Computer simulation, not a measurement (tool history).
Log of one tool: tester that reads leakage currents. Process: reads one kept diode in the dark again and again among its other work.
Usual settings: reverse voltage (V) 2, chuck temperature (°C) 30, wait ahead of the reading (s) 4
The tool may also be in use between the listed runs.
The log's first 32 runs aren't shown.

| run | hour | reverse voltage (V) | chuck temperature (°C) | wait ahead of the reading (s) | current that the tester gives (pA) |
|---|---|---|---|---|---|
| 33 | 3591.2 | 11.33 | 41 | 4.84 | 463.56 |
| 34 | 3737.7 | 11.33 | 41 | 4.84 | 467.86 |
| 35 | 3903.3 | 2 | 30 | 0.49 | 104.25 |
|  | 3947.6 | chuck's temperature calibrated |
| 36 | 4026.7 | 2 | 30 | 0.39 | 99.33 |
| 37 | 4167.4 | 3.95 | 30 | 6.59 | 129.32 |
| 38 | 4320.8 | 3.95 | 30 | 6.59 | 131.09 |
| 39 | 4388.5 | 3.95 | 30 | 6.59 | 131.56 |
| 40 | 4526.6 | 3.95 | 30 | 6.59 | 132.38 |

3 ways to go on from here, each from the tool as it stands after run 40. What would each give?
| A | 4616.3 | 9.62 | 36 | 4 | ? |
| B | 4616.3 | 3.95 | 30 | 0.65 | ? |
| C | 4616.3 | 2.78 | 34 | 1.97 | ? |

| run | current that the tester gives (pA) |
|---|---|
| A | 304.98 |
| B | 135.07 |
| C | 159.71 |
Without the tool's hidden state the same runs would have given:
| run | current that the tester gives (pA) |
|---|---|
| A | 270.71 |
| B | 120.64 |
| C | 147.46 |
